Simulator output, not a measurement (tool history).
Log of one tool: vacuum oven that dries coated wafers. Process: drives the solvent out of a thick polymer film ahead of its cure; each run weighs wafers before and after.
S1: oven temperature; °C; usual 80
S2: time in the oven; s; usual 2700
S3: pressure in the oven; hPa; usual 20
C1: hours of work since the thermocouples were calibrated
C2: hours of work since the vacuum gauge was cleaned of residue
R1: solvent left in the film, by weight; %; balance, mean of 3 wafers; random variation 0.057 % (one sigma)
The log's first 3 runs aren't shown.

{"run": 4, "hour": 47.7, "S1": 80, "S2": 2760, "S3": 20, "C1": 1104, "C2": 115, "R1": 2.44}
{"run": 5, "hour": 62.4, "S1": 80, "S2": 2700, "S3": 20, "C1": 1113, "C2": 124, "R1": 2.6}
{"run": 6, "hour": 75.2, "S1": 67, "S2": 2700, "S3": 20, "C1": 1121, "C2": 132, "R1": 8.46}
{"run": 7, "hour": 85.1, "S1": 80, "S2": 2700, "S3": 20, "C1": 1127, "C2": 138, "R1": 2.58}
{"run": 8, "hour": 102.7, "S1": 80, "S2": 2700, "S3": 20, "C1": 1138, "C2": 149, "R1": 2.56}
{"run": 9, "hour": 117.5, "S1": 80, "S2": 2700, "S3": 20, "C1": 1148, "C2": 158, "R1": 2.6}
{"run": 10, "hour": 128.0, "S1": 80, "S2": 2700, "S3": 20, "C1": 1154, "C2": 165, "R1": 2.56}
{"run": 11, "hour": 140.3, "S1": 80, "S2": 2700, "S3": 20, "C1": 1162, "C2": 173, "R1": 2.59}
{"hour": 154.2, "done": "oven's thermocouples calibrated"}
{"run": 12, "hour": 155.6, "S1": 80, "S2": 2700, "S3": 20, "C1": 1, "C2": 181, "R1": 2.68}
{"run": 13, "hour": 174.1, "S1": 80, "S2": 3840, "S3": 20, "C1": 12, "C2": 192, "R1": 1.6}
{"run": 14, "hour": 193.1, "S1": 80, "S2": 2700, "S3": 20, "C1": 24, "C2": 204, "R1": 2.58}
{"run": 15, "hour": 204.6, "S1": 80, "S2": 2700, "S3": 20, "C1": 31, "C2": 211, "R1": 2.68}
{"run": 16, "hour": 213.9, "S1": 80, "S2": 2700, "S3": 20, "C1": 37, "C2": 217, "R1": 2.64}
{"run": 17, "hour": 225.0, "S1": 80, "S2": 2700, "S3": 20, "C1": 44, "C2": 224, "R1": 2.65}
{"run": 18, "hour": 244.2, "S1": 80, "S2": 2700, "S3": 20, "C1": 56, "C2": 236, "R1": 2.65}
{"run": 19, "hour": 263.2, "S1": 80, "S2": 2700, "S3": 20, "C1": 68, "C2": 248, "R1": 2.66}
{"run": 20, "hour": 279.8, "S1": 80, "S2": 2700, "S3": 20, "C1": 78, "C2": 258, "R1": 2.57}
{"run": 21, "hour": 290.0, "S1": 80, "S2": 2700, "S3": 20, "C1": 85, "C2": 265, "R1": 2.62}
{"run": 22, "hour": 302.8, "S1": 80, "S2": 2700, "S3": 20, "C1": 92, "C2": 273, "R1": 2.63}
{"run": 23, "hour": 317.1, "S1": 80, "S2": 4560, "S3": 20, "C1": 101, "C2": 282, "R1": 1.23}
{"run": 24, "hour": 326.4, "S1": 80, "S2": 3900, "S3": 11.7, "C1": 107, "C2": 287, "R1": 1.17}
{"run": 25, "hour": 342.1, "S1": 80, "S2": 3900, "S3": 37.9, "C1": 117, "C2": 297, "R1": 2.11}
{"run": 26, "hour": 356.1, "S1": 80, "S2": 3900, "S3": 41, "C1": 126, "C2": 306, "R1": 2.3}
{"run": 27, "hour": 369.2, "S1": 92, "S2": 3420, "S3": 12.6, "C1": 134, "C2": 314, "R1": 0.34}

The next listed run, before its measurement:
{"run": 28, "hour": 378.3, "S1": 92, "S2": 3420, "S3": 12.6, "C1": 140, "C2": 320, "R1": "?"}

{"run 28": {"R1": 0.32}}
Without the tool's hidden state the same run would have given R1 0.32 %.
